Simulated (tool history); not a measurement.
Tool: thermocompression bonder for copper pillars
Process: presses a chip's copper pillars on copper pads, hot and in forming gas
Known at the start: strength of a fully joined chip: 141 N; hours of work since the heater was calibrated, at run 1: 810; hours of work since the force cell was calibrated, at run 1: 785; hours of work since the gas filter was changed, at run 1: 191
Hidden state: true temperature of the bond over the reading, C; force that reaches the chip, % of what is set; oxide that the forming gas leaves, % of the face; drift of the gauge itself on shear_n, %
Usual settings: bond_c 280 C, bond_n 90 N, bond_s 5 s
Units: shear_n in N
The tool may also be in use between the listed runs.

run   hour  bond_c  bond_n  bond_s  hours of work since the heater was calibrated  hours of work since the force cell was calibrated  hours of work since the gas filter was changed  shear_n
  1      0     280      90       5                                            810                                                785                                             191     71.7
  2   21.5     280      90       5                                            824                                                798                                             204     71.8
  3   41.1     280      90       5                                            836                                                810                                             217     71.4
      54.1  -- heater calibrated with a thermocouple chip
  4   71.4     280     100       5                                             11                                                828                                             234     81.5
  5   99.5     280      90       5                                             28                                                846                                             252       76
  6  124.3     280      90       5                                             44                                                861                                             267     75.8
  7  142.8     280      90       5                                             56                                                873                                             279     75.4
  8  166.4     280      90       5                                             70                                                888                                             294     76.4
  9  191.2     280      90       3                                             86                                                903                                             309     63.2
 10  207.8     280      90       3                                             96                                                914                                             320     63.6
 11  232.2     280      90       3                                            112                                                929                                             335     62.9
 12  249.3     280      90       3                                            122                                                940                                             346     63.6
     261.9  -- heater calibrated with a thermocouple chip, once more
 13  276.8     280      90       3                                              9                                                956                                             362     50.9
 14    296     280      90       3                                             21                                                968                                             374     50.7
 15  330.3     280      90       3                                             43                                                989                                             395     50.6
 16  345.7     280      90       3                                             53                                                999                                             405     50.2
 17  360.5     280      90      14                                             62                                               1008                                             414     83.9
 18  388.8     280      90      14                                             80                                               1026                                             432     83.5
 19  408.6     280      90       5                                             92                                               1038                                             444     60.1
     414.9  -- forming gas filter changed
 20  431.3     280      90       5                                            106                                               1052                                              10     67.4
 21  460.2     297      90       3                                            124                                               1070                                              28     68.4
 22  494.8     292      90       5                                            146                                               1092                                              50     77.7
 23  525.7     281      59      11                                            165                                               1111                                              69     70.6
 24  540.3     280      56      13                                            174                                               1121                                              79     71.7
 25  559.4     280      56      13                                            186                                               1133                                              91     71.3
 26  581.9     266      56      13                                            200                                               1147                                             105     60.4
 27  609.8     283      90       5                                            218                                               1164                                             122     69.5
 28    624     275     134       6                                            227                                               1173                                             131     84.1
 29  638.5     275     134       6                                            236                                               1182                                             140     83.8
 30  663.3     281      97       4                                            251                                               1198                                             156     65.1
 31  679.8     298      97      12                                            262                                               1208                                             166    103.9
 32  713.4     269      87       3                                            283                                               1229                                             187     47.2
 33    735     300      90       4                                            296                                               1243                                             201     75.9
 34    764     305      90       4                                            314                                               1261                                             219     80.2
 35  794.7     305      90       4                                            334                                               1280                                             238       80
 36  821.1     305      90       4                                            350                                               1297                                             255     79.4
 37  839.2     265     122       9                                            362                                               1308                                             266     79.9
 38  869.4     279      71       4                                            381                                               1327                                             285     51.8
 39  904.3     280     114      10                                            402                                               1349                                             307     91.5
 40  930.8     305     100       8                                            419                                               1365                                             323     98.4

Hidden state or all else? Some run-to-run changes of shear_n, split into what the settings, what came in and random variation would give without the hidden state, and what is left for the hidden state (with any gauge scatter that isn't in both results):
Run 3 -> 4: bond_n 90 -> 100, heater calibrated with a thermocouple chip. shear_n +10.1 N: hidden state +4.7, all else +5.4.
Run 12 -> 13: heater calibrated with a thermocouple chip, once more. shear_n -12.7 N: hidden state -12.9, all else +0.2.
Run 19 -> 20: forming gas filter changed. shear_n +7.3 N: hidden state +8, all else -0.7.
Run 30 -> 31: bond_c 281 -> 298, bond_s 4 -> 12. shear_n +38.8 N: hidden state -1.9, all else +40.7.
Run 31 -> 32: bond_c 298 -> 269, bond_n 97 -> 87, bond_s 12 -> 3. shear_n -56.7 N: hidden state +2.5, all else -59.2.
Run 38 -> 39: bond_c 279 -> 280, bond_n 71 -> 114, bond_s 4 -> 10. shear_n +39.7 N: hidden state -3.2, all else +42.9.

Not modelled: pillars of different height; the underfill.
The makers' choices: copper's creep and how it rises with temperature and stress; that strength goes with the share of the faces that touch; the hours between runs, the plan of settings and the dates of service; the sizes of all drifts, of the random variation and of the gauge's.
